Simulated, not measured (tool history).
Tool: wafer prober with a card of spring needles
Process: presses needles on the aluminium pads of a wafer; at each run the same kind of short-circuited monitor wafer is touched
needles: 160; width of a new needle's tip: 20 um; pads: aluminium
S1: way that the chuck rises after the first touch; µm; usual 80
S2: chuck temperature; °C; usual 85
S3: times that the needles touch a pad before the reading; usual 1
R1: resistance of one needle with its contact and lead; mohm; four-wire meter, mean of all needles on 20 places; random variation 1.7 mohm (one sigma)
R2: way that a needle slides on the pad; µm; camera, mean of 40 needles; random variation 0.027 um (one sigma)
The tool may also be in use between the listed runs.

| run | hour | S1 | S2 | S3 | R1 | R2 |
|---|---|---|---|---|---|---|
| 1 | 0 | 80 | 85 | 1 | 169 | 18.52 |
|  | 3.6 | tips cleaned on abrasive film |
|  | 21 | tips cleaned on abrasive film |
|  | 38.5 | tips cleaned on abrasive film |
| 2 | 48.9 | 80 | 85 | 1 | 171 | 18.5 |
|  | 55.8 | tips cleaned on abrasive film |
|  | 73.3 | tips cleaned on abrasive film |
|  | 90.7 | tips cleaned on abrasive film |
| 3 | 104.5 | 80 | 107 | 1 | 175 | 18.45 |
|  | 108.1 | tips cleaned on abrasive film |
|  | 111.8 | height of the first contact set anew |
|  | 125.8 | tips cleaned on abrasive film |
|  | 143.2 | tips cleaned on abrasive film |
| 4 | 149.9 | 61 | 85 | 1 | 179 | 14.05 |
|  | 160.4 | tips cleaned on abrasive film |
|  | 177.8 | tips cleaned on abrasive film |
|  | 195.3 | tips cleaned on abrasive film |
|  | 212.7 | tips cleaned on abrasive film |
|  | 230.1 | tips cleaned on abrasive film |
| 5 | 236.5 | 80 | 85 | 1 | 171 | 18.45 |
|  | 247 | tips cleaned on abrasive film |
|  | 261 | tips cleaned on abrasive film |
|  | 278.4 | tips cleaned on abrasive film |
|  | 293.1 | tips cleaned on abrasive film |
| 6 | 293.1 | 80 | 85 | 1 | 168 | 18.48 |
|  | 307.1 | tips cleaned on abrasive film |
|  | 324.5 | tips cleaned on abrasive film |
|  | 342 | tips cleaned on abrasive film |
| 7 | 349.3 | 80 | 85 | 1 | 169 | 18.46 |
|  | 356.3 | tips cleaned on abrasive film |
|  | 370.3 | tips cleaned on abrasive film |
|  | 387.7 | tips cleaned on abrasive film |
|  | 401.7 | tips cleaned on abrasive film |
|  | 418.5 | tips cleaned on abrasive film |
| 8 | 418.5 | 80 | 85 | 1 | 167 | 18.42 |
|  | 432.4 | tips cleaned on abrasive film |
|  | 449.9 | tips cleaned on abrasive film |
|  | 467.3 | tips cleaned on abrasive film |
| 9 | 468.8 | 80 | 85 | 2 | 170 | 18.38 |
|  | 482.8 | tips cleaned on abrasive film |
|  | 490 | height of the first contact set anew |
|  | 500.5 | tips cleaned on abrasive film |
| 10 | 509.8 | 80 | 43 | 1 | 163 | 18.39 |
|  | 516.8 | tips cleaned on abrasive film |
|  | 534.2 | tips cleaned on abrasive film |
|  | 551.7 | tips cleaned on abrasive film |
|  | 569.1 | tips cleaned on abrasive film |
|  | 586.6 | tips cleaned on abrasive film |
| 11 | 588 | 80 | 85 | 1 | 171 | 18.43 |
|  | 602 | tips cleaned on abrasive film |
|  | 615.9 | tips cleaned on abrasive film |
|  | 633.4 | tips cleaned on abrasive film |
| 12 | 639.7 | 80 | 85 | 1 | 168 | 18.43 |
|  | 650.2 | tips cleaned on abrasive film |
|  | 667.6 | tips cleaned on abrasive film |
|  | 685 | tips cleaned on abrasive film |
|  | 702.5 | tips cleaned on abrasive film |
|  | 719.9 | tips cleaned on abrasive film |
| 13 | 720.9 | 80 | 85 | 1 | 170 | 18.35 |
|  | 734.9 | tips cleaned on abrasive film |
|  | 752.3 | tips cleaned on abrasive film |
|  | 769.7 | tips cleaned on abrasive film |
|  | 786.5 | tips cleaned on abrasive film |
| 14 | 786.5 | 80 | 85 | 1 | 169 | 18.4 |
|  | 803.9 | tips cleaned on abrasive film |
|  | 817.9 | tips cleaned on abrasive film |
| 15 | 828.5 | 61 | 35 | 3 | 167 | 13.96 |
|  | 832.1 | tips cleaned on abrasive film |
|  | 849.5 | tips cleaned on abrasive film |
|  | 867 | tips cleaned on abrasive film |
|  | 867.3 | height of the first contact set anew |
| 16 | 869.6 | 61 | 35 | 3 | 164 | 13.99 |
|  | 883.6 | tips cleaned on abrasive film |
|  | 901 | tips cleaned on abrasive film |
|  | 918.5 | tips cleaned on abrasive film |
|  | 935.9 | tips cleaned on abrasive film |
| 17 | 938 | 97 | 40 | 2 | 157 | 22.23 |
|  | 952 | tips cleaned on abrasive film |
|  | 969.4 | tips cleaned on abrasive film |
|  | 986.9 | tips cleaned on abrasive film |
|  | 1004.3 | tips cleaned on abrasive film |
| 18 | 1012.9 | 87 | 77 | 3 | 165 | 20 |
|  | 1019.9 | tips cleaned on abrasive film |
|  | 1037.3 | tips cleaned on abrasive film |
|  | 1051.3 | tips cleaned on abrasive film |
| 19 | 1064 | 80 | 85 | 2 | 171 | 18.29 |
|  | 1067.6 | tips cleaned on abrasive film |
|  | 1085 | tips cleaned on abrasive film |
|  | 1102.5 | tips cleaned on abrasive film |
| 20 | 1105.7 | 80 | 85 | 2 | 169 | 18.33 |
|  | 1119.7 | tips cleaned on abrasive film |
|  | 1137.1 | tips cleaned on abrasive film |
|  | 1154.5 | tips cleaned on abrasive film |
|  | 1172 | tips cleaned on abrasive film |
|  | 1187.2 | tips cleaned on abrasive film |
| 21 | 1187.2 | 80 | 85 | 2 | 173 | 18.29 |

Forecast run 22:
|  | 1204.6 | tips cleaned on abrasive film |
|  | 1222 | tips cleaned on abrasive film |
|  | 1239.5 | tips cleaned on abrasive film |
|  | 1243.3 | height of the first contact set anew |
|  | 1257.2 | tips cleaned on abrasive film |
| 22 | 1269.1 | 95 | 85 | 2 | ? | ? |

{"run 22": {"R1": 166, "R2": 21.71}}
Without the tool's hidden state the same run would have given R1 166 mohm, R2 21.93 µm.
